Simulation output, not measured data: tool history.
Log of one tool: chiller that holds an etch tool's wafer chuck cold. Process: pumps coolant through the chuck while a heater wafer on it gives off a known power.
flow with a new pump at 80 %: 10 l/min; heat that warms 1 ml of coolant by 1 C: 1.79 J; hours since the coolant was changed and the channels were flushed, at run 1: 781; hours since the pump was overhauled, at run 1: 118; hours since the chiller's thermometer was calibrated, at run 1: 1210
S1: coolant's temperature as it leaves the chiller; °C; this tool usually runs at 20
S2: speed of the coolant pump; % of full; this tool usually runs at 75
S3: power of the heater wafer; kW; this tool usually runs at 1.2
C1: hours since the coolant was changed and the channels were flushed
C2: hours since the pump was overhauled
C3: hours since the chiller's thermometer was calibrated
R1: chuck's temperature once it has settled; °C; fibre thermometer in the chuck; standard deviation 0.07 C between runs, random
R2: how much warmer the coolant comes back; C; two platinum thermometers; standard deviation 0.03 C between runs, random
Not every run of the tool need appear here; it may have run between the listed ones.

{"run": 1, "hour": 0.0, "S1": 20, "S2": 75, "S3": 1.2, "C1": 781, "C2": 118, "C3": 1210, "R1": 29.25, "R2": 4.34}
{"run": 2, "hour": 27.3, "S1": 20, "S2": 75, "S3": 1.06, "C1": 808, "C2": 145, "C3": 1237, "R1": 28.29, "R2": 3.81}
{"run": 3, "hour": 52.1, "S1": 12, "S2": 75, "S3": 1.2, "C1": 833, "C2": 170, "C3": 1262, "R1": 21.24, "R2": 4.3}
{"run": 4, "hour": 79.5, "S1": 20, "S2": 75, "S3": 1.711, "C1": 860, "C2": 197, "C3": 1290, "R1": 33.2, "R2": 6.13}
{"run": 5, "hour": 98.3, "S1": 20, "S2": 75, "S3": 1.711, "C1": 879, "C2": 216, "C3": 1308, "R1": 33.31, "R2": 6.18}
{"run": 6, "hour": 114.8, "S1": 20, "S2": 75, "S3": 1.711, "C1": 896, "C2": 233, "C3": 1325, "R1": 33.2, "R2": 6.1}
{"run": 7, "hour": 136.7, "S1": 20, "S2": 75, "S3": 1.2, "C1": 917, "C2": 255, "C3": 1347, "R1": 29.4, "R2": 4.29}
{"run": 8, "hour": 171.6, "S1": 20, "S2": 75, "S3": 1.2, "C1": 952, "C2": 290, "C3": 1382, "R1": 29.46, "R2": 4.29}
{"run": 9, "hour": 197.6, "S1": 11, "S2": 75, "S3": 1.2, "C1": 978, "C2": 315, "C3": 1408, "R1": 20.44, "R2": 4.34}
{"run": 10, "hour": 222.6, "S1": 20, "S2": 72, "S3": 1.2, "C1": 1003, "C2": 340, "C3": 1433, "R1": 29.67, "R2": 4.5}
{"run": 11, "hour": 242.4, "S1": 20, "S2": 72, "S3": 1.2, "C1": 1023, "C2": 360, "C3": 1453, "R1": 29.7, "R2": 4.51}
{"run": 12, "hour": 271.3, "S1": 20, "S2": 72, "S3": 1.2, "C1": 1052, "C2": 389, "C3": 1481, "R1": 29.7, "R2": 4.51}
{"run": 13, "hour": 305.1, "S1": 20, "S2": 72, "S3": 1.2, "C1": 1086, "C2": 423, "C3": 1515, "R1": 29.76, "R2": 4.5}
{"run": 14, "hour": 333.7, "S1": 20, "S2": 75, "S3": 1.703, "C1": 1114, "C2": 452, "C3": 1544, "R1": 33.39, "R2": 6.17}
{"run": 15, "hour": 348.5, "S1": 20, "S2": 75, "S3": 1.2, "C1": 1129, "C2": 466, "C3": 1559, "R1": 29.48, "R2": 4.41}
{"run": 16, "hour": 376.4, "S1": 20, "S2": 75, "S3": 1.2, "C1": 1157, "C2": 494, "C3": 1587, "R1": 29.55, "R2": 4.45}
{"run": 17, "hour": 405.0, "S1": 20, "S2": 75, "S3": 1.2, "C1": 1186, "C2": 523, "C3": 1615, "R1": 29.42, "R2": 4.37}
{"run": 18, "hour": 437.8, "S1": 20, "S2": 75, "S3": 1.2, "C1": 1219, "C2": 556, "C3": 1648, "R1": 29.3, "R2": 4.4}
{"run": 19, "hour": 462.4, "S1": 20, "S2": 75, "S3": 1.2, "C1": 1243, "C2": 580, "C3": 1673, "R1": 29.53, "R2": 4.37}
{"run": 20, "hour": 481.1, "S1": 25, "S2": 68, "S3": 1.556, "C1": 1262, "C2": 599, "C3": 1691, "R1": 38.06, "R2": 6.21}
{"run": 21, "hour": 507.4, "S1": 25, "S2": 68, "S3": 1.556, "C1": 1288, "C2": 625, "C3": 1718, "R1": 38.24, "R2": 6.3}
{"run": 22, "hour": 541.7, "S1": 11, "S2": 95, "S3": 0.722, "C1": 1322, "C2": 660, "C3": 1752, "R1": 15.85, "R2": 2.06}
{"run": 23, "hour": 568.5, "S1": 11, "S2": 95, "S3": 0.722, "C1": 1349, "C2": 686, "C3": 1779, "R1": 15.95, "R2": 2.07}
{"hour": 571.7, "done": "chiller's thermometer calibrated"}
{"run": 24, "hour": 584.4, "S1": 20, "S2": 71, "S3": 1.2, "C1": 1364, "C2": 701, "C3": 13, "R1": 29.97, "R2": 4.64}
{"run": 25, "hour": 615.1, "S1": 20, "S2": 71, "S3": 1.2, "C1": 1395, "C2": 732, "C3": 43, "R1": 29.98, "R2": 4.64}
{"run": 26, "hour": 638.6, "S1": 20, "S2": 73, "S3": 1.283, "C1": 1418, "C2": 756, "C3": 67, "R1": 30.49, "R2": 4.81}
{"run": 27, "hour": 654.4, "S1": 20, "S2": 73, "S3": 1.283, "C1": 1434, "C2": 771, "C3": 83, "R1": 30.48, "R2": 4.84}
{"run": 28, "hour": 684.6, "S1": 15, "S2": 75, "S3": 0.948, "C1": 1464, "C2": 802, "C3": 113, "R1": 22.63, "R2": 3.5}
{"run": 29, "hour": 709.6, "S1": 20, "S2": 76, "S3": 0.953, "C1": 1489, "C2": 826, "C3": 138, "R1": 27.66, "R2": 3.47}
{"run": 30, "hour": 725.6, "S1": 12, "S2": 75, "S3": 1.2, "C1": 1505, "C2": 843, "C3": 154, "R1": 21.62, "R2": 4.44}
{"run": 31, "hour": 741.5, "S1": 11, "S2": 97, "S3": 1.184, "C1": 1521, "C2": 858, "C3": 170, "R1": 18.84, "R2": 3.39}
{"hour": 757.9, "done": "chiller's thermometer calibrated, once more"}
{"run": 32, "hour": 762.4, "S1": 20, "S2": 74, "S3": 0.905, "C1": 1541, "C2": 878, "C3": 4, "R1": 27.11, "R2": 3.38}
{"run": 33, "hour": 789.1, "S1": 22, "S2": 92, "S3": 1.491, "C1": 1568, "C2": 905, "C3": 31, "R1": 32.03, "R2": 4.51}

Predict each of these 3 candidate next runs independently; none follows another, all start after run 33:
{"run": "A", "hour": 816.3, "S1": 22, "S2": 92, "S3": 0.787, "C1": 1595, "C2": 932, "C3": 58, "R1": "?", "R2": "?"}
{"run": "B", "hour": 816.3, "S1": 22, "S2": 92, "S3": 1.69, "C1": 1595, "C2": 932, "C3": 58, "R1": "?", "R2": "?"}
{"run": "C", "hour": 816.3, "S1": 18, "S2": 66, "S3": 1.306, "C1": 1595, "C2": 932, "C3": 58, "R1": "?", "R2": "?"}

run=A R1=27.27 R2=2.35
run=B R1=33.48 R2=5.12
run=C R1=29.59 R2=5.45
With no hidden state in the tool, these same runs would have given:
run=A R1=27.03 R2=2.29
run=B R1=32.96 R2=4.98
run=C R1=29.08 R2=5.3

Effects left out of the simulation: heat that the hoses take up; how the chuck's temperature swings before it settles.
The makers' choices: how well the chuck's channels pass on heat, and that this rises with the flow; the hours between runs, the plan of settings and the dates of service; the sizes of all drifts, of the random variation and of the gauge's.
